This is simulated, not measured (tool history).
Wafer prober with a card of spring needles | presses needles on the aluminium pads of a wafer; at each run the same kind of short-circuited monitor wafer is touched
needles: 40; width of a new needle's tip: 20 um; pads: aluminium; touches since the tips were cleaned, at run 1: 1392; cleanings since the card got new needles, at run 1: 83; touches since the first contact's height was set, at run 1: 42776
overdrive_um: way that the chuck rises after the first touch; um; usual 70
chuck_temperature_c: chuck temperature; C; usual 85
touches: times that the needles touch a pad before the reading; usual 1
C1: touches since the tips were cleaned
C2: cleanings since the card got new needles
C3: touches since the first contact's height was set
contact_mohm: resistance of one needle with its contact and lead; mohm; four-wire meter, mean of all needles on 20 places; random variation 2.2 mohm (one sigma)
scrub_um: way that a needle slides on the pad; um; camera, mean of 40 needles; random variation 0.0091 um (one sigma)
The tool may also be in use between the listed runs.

Run 1, hour 0: usual settings; C1 1392; C2 83; C3 42776. Result: contact_mohm 338 mohm, scrub_um 12.856 um.
At hour 7.7: tips cleaned on abrasive film.
At hour 18: tips cleaned on abrasive film.
At hour 30.9: tips cleaned on abrasive film.
At hour 41.2: tips cleaned on abrasive film.
Run 2, hour 49: usual settings; C1 3755; C2 87; C3 66005. Result: contact_mohm 387 mohm, scrub_um 12.819 um.
At hour 51.7: tips cleaned on abrasive film.
At hour 57.1: height of the first contact set anew.
At hour 64.8: tips cleaned on abrasive film.
At hour 75.1: tips cleaned on abrasive film.
Run 3, hour 75.4: usual settings but chuck_temperature_c 88 C; C1 126; C2 90; C3 8646. Result: contact_mohm 271 mohm, scrub_um 12.937 um.
At hour 85.7: tips cleaned on abrasive film.
At hour 98.5: tips cleaned on abrasive film.
At hour 111.3: tips cleaned on abrasive film.
At hour 121.6: tips cleaned on abrasive film.
At hour 129.4: tips cleaned on abrasive film, once more.
Run 4, hour 134.6: usual settings but chuck_temperature_c 88 C; C1 2499; C2 95; C3 36699. Result: contact_mohm 342 mohm, scrub_um 12.887 um.
At hour 139.8: tips cleaned on abrasive film.
At hour 152.6: tips cleaned on abrasive film.
At hour 162.9: tips cleaned on abrasive film.
At hour 173.2: tips cleaned on abrasive film.
At hour 186: tips cleaned on abrasive film.
Run 5, hour 191.3: usual settings but chuck_temperature_c 88 C; C1 2537; C2 100; C3 63579. Result: contact_mohm 358 mohm, scrub_um 12.849 um.
At hour 196.5: tips cleaned on abrasive film.
At hour 204.5: height of the first contact set anew.
At hour 209.7: tips cleaned on abrasive film.
At hour 222.5: tips cleaned on abrasive film.
Run 6, hour 225.2: usual settings; C1 1265; C2 103; C3 9785. Result: contact_mohm 320 mohm, scrub_um 12.939 um.
At hour 232.9: tips cleaned on abrasive film.
At hour 243.2: tips cleaned on abrasive film.
At hour 255.9: tips cleaned on abrasive film.
At hour 266.2: tips cleaned on abrasive film.
At hour 279: tips cleaned on abrasive film.
Run 7, hour 279: usual settings; C1 3; C2 108; C3 35283. Result: contact_mohm 261 mohm, scrub_um 12.906 um.
At hour 291.8: tips cleaned on abrasive film.
At hour 304.6: tips cleaned on abrasive film.
At hour 314.9: tips cleaned on abrasive film.
At hour 327.7: tips cleaned on abrasive film.
Run 8, hour 334.6: usual settings but touches 2; C1 3293; C2 112; C3 61656. Result: contact_mohm 323 mohm, scrub_um 12.862 um.
At hour 339.8: tips cleaned on abrasive film.
At hour 350.3: height of the first contact set anew.
At hour 353: tips cleaned on abrasive film.
At hour 363.3: tips cleaned on abrasive film.
At hour 373.5: tips cleaned on abrasive film.
At hour 383.8: tips cleaned on abrasive film.
Run 9, hour 386.5: usual settings but touches 2; C1 1283; C2 117; C3 17106. Result: contact_mohm 297 mohm, scrub_um 12.926 um.
At hour 394.3: tips cleaned on abrasive film.
At hour 407.1: tips cleaned on abrasive film.
Run 10, hour 415.7: usual settings but touches 2; C1 4109; C2 119; C3 30952. Result: contact_mohm 341 mohm, scrub_um 12.894 um.
At hour 418.4: tips cleaned on abrasive film.
At hour 428.6: tips cleaned on abrasive film.
At hour 438.9: tips cleaned on abrasive film.
At hour 451.8: tips cleaned on abrasive film.
Run 11, hour 453.4: usual settings but touches 2; C1 800; C2 123; C3 48793. Result: contact_mohm 287 mohm, scrub_um 12.854 um.
At hour 463.7: tips cleaned on abrasive film.
At hour 474: tips cleaned on abrasive film.
At hour 484.3: tips cleaned on abrasive film.
Run 12, hour 485.5: usual settings but touches 2; C1 565; C2 126; C3 63965. Result: contact_mohm 276 mohm, scrub_um 12.826 um.
At hour 495.8: tips cleaned on abrasive film.
At hour 496.1: height of the first contact set anew.
At hour 508.9: tips cleaned on abrasive film.
At hour 521.8: tips cleaned on abrasive film.
At hour 532.1: tips cleaned on abrasive film.
At hour 542.4: tips cleaned on abrasive film.
Run 13, hour 546.1: usual settings but touches 2; C1 1794; C2 131; C3 23703. Result: contact_mohm 302 mohm, scrub_um 12.898 um.
At hour 553.8: tips cleaned on abrasive film.
At hour 566.7: tips cleaned on abrasive film.
At hour 577: tips cleaned on abrasive film.
Run 14, hour 577.6: usual settings but touches 2; C1 287; C2 134; C3 38594. Result: contact_mohm 268 mohm, scrub_um 12.871 um.
At hour 587.9: tips cleaned on abrasive film.
At hour 600.7: tips cleaned on abrasive film.
At hour 610.9: tips cleaned on abrasive film.
At hour 621.2: tips cleaned on abrasive film.
Run 15, hour 622.9: usual settings but overdrive_um 62 um, chuck_temperature_c 58 C; C1 785; C2 138; C3 60045. Result: contact_mohm 311 mohm, scrub_um 11.357 um.
At hour 633.2: tips cleaned on abrasive film.
At hour 643.7: height of the first contact set anew.
At hour 646.3: tips cleaned on abrasive film.
At hour 659.1: tips cleaned on abrasive film.
Run 16, hour 660.6: usual settings but overdrive_um 62 um, chuck_temperature_c 52 C; C1 731; C2 141; C3 8000. Result: contact_mohm 304 mohm, scrub_um 11.452 um.
At hour 670.9: tips cleaned on abrasive film.
At hour 683.7: tips cleaned on abrasive film.
Run 17, hour 688.3: usual settings but overdrive_um 79 um, touches 2; C1 2203; C2 143; C3 21120. Result: contact_mohm 307 mohm, scrub_um 14.574 um.
At hour 696: tips cleaned on abrasive film.
At hour 708.8: tips cleaned on abrasive film.
At hour 721.7: tips cleaned on abrasive film.
Run 18, hour 724.9: usual settings but overdrive_um 79 um, touches 2; C1 1543; C2 146; C3 38481. Result: contact_mohm 294 mohm, scrub_um 14.562 um.
At hour 732.7: tips cleaned on abrasive film.
At hour 745.5: tips cleaned on abrasive film.
Run 19, hour 754.1: usual settings but overdrive_um 53 um, chuck_temperature_c 36 C, touches 2; C1 4143; C2 148; C3 52354. Result: contact_mohm 415 mohm, scrub_um 9.734 um.
At hour 756.8: tips cleaned on abrasive film.
At hour 769.6: tips cleaned on abrasive film.
At hour 782.5: tips cleaned on abrasive film.
At hour 790.4: height of the first contact set anew.
At hour 793.1: tips cleaned on abrasive film.
Run 20, hour 797.1: usual settings but overdrive_um 53 um, chuck_temperature_c 36 C, touches 2; C1 1908; C2 152; C3 3125. Result: contact_mohm 347 mohm, scrub_um 9.787 um.
At hour 804.8: tips cleaned on abrasive film.
At hour 815.1: tips cleaned on abrasive film.
At hour 825.8: tips cleaned on abrasive film.
Run 21, hour 825.8: usual settings but overdrive_um 53 um, chuck_temperature_c 36 C, touches 2; C1 0; C2 155; C3 16734. Result: contact_mohm 254 mohm, scrub_um 9.768 um.
At hour 838.6: tips cleaned on abrasive film.
At hour 848.9: tips cleaned on abrasive film.
At hour 859.2: tips cleaned on abrasive film.
Run 22, hour 859.2: usual settings but overdrive_um 53 um, chuck_temperature_c 36 C, touches 2; C1 15; C2 158; C3 32526. Result: contact_mohm 265 mohm, scrub_um 9.756 um.
At hour 869.5: tips cleaned on abrasive film.
At hour 879.8: tips cleaned on abrasive film.
At hour 892.6: tips cleaned on abrasive film.
Run 23, hour 900: usual settings but overdrive_um 63 um, chuck_temperature_c 26 C, touches 2; C1 3556; C2 161; C3 51879. Result: contact_mohm 358 mohm, scrub_um 11.559 um.
At hour 905.2: tips cleaned on abrasive film.
At hour 915.5: tips cleaned on abrasive film.
At hour 928.3: tips cleaned on abrasive film.
At hour 936.2: height of the first contact set anew.
At hour 939: tips cleaned on abrasive film.
Run 24, hour 939: usual settings but overdrive_um 53 um, chuck_temperature_c 119 C, touches 2; C1 0; C2 165; C3 1302. Result: contact_mohm 286 mohm, scrub_um 9.784 um.
At hour 951.8: tips cleaned on abrasive film.
At hour 962.1: tips cleaned on abrasive film.
At hour 975: tips cleaned on abrasive film.
Run 25, hour 983.9: usual settings but overdrive_um 53 um, chuck_temperature_c 119 C, touches 2; C1 4257; C2 168; C3 22582. Result: contact_mohm 416 mohm, scrub_um 9.763 um.
At hour 986.5: tips cleaned on abrasive film.
At hour 996.8: tips cleaned on abrasive film.
At hour 1009.7: tips cleaned on abrasive film.
At hour 1019.9: tips cleaned on abrasive film.
At hour 1032.8: tips cleaned on abrasive film.
Run 26, hour 1032.8: usual settings but overdrive_um 53 um, chuck_temperature_c 119 C, touches 2; C1 3; C2 173; C3 45712. Result: contact_mohm 291 mohm, scrub_um 9.721 um.

3 ways to go on from here, each from the tool as it stands after run 26. What would each give?
At hour 1045.6: tips cleaned on abrasive film.
At hour 1055.9: tips cleaned on abrasive film.
At hour 1066.1: tips cleaned on abrasive film.
At hour 1076.4: tips cleaned on abrasive film.
At hour 1081.8: height of the first contact set anew.
At hour 1088.4: tips cleaned on abrasive film.
Run A, hour 1088.4: usual settings but chuck_temperature_c 84 C, touches 3; C1 0; C2 178; C3 3089. Result: contact_mohm ?, scrub_um ?.
At hour 1045.6: tips cleaned on abrasive film.
At hour 1055.9: tips cleaned on abrasive film.
At hour 1066.1: tips cleaned on abrasive film.
At hour 1076.4: tips cleaned on abrasive film.
At hour 1081.8: height of the first contact set anew.
At hour 1088.4: tips cleaned on abrasive film.
Run B, hour 1088.4: usual settings but overdrive_um 57 um, chuck_temperature_c 86 C, touches 2; C1 0; C2 178; C3 3089. Result: contact_mohm ?, scrub_um ?.
At hour 1045.6: tips cleaned on abrasive film.
At hour 1055.9: tips cleaned on abrasive film.
At hour 1066.1: tips cleaned on abrasive film.
At hour 1076.4: tips cleaned on abrasive film.
At hour 1081.8: height of the first contact set anew.
At hour 1088.4: tips cleaned on abrasive film.
Run C, hour 1088.4: usual settings but touches 3; C1 0; C2 178; C3 3089. Result: contact_mohm ?, scrub_um ?.

run  contact_mohm  scrub_um
  A           255    12.957
  B           277    10.533
  C           257    12.949
Without the tool's hidden state the same runs would have given:
run  contact_mohm  scrub_um
  A           246    12.964
  B           257     10.54
  C           247    12.957

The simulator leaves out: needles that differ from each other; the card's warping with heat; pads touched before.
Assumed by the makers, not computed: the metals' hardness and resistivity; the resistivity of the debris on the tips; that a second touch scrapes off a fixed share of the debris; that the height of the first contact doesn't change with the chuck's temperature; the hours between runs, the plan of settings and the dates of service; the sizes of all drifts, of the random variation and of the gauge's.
